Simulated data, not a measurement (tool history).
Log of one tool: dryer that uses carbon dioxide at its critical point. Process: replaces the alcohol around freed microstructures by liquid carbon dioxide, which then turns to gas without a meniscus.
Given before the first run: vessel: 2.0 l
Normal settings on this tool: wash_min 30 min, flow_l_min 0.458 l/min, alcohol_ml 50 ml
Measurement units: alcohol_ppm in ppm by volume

run	hour	wash_min	flow_l_min	alcohol_ml	alcohol_ppm
1	0	30	0.458	50	212
2	56.8	30	0.626	50	129
3	105.7	30	0.626	50	135
4	141	30	0.626	50	137
5	169.6	30	0.626	50	143
6	202.7	30	0.458	50	241
7	233	30	0.458	50	242
8	256.4	45	0.458	50	144
9	304.1	45	0.458	50	161
# hour 358.8: inlet filter changed
10	358.8	27	0.465	90	391
# hour 367.2: purifier's bed changed
11	392.3	19	0.449	84	1202
12	435.1	25	0.393	48	422
13	461.6	25	0.393	48	430

Branching from run 13: 3 alternative next runs. What would each branch give?
A	503.4	36	0.393	48	?
B	503.4	20	0.458	50	?
C	503.4	30	0.458	50	?

run	alcohol_ppm
A	97
B	579
C	101
What these runs would have given with no unlogged condition in the tool:
run	alcohol_ppm
A	75
B	526
C	79

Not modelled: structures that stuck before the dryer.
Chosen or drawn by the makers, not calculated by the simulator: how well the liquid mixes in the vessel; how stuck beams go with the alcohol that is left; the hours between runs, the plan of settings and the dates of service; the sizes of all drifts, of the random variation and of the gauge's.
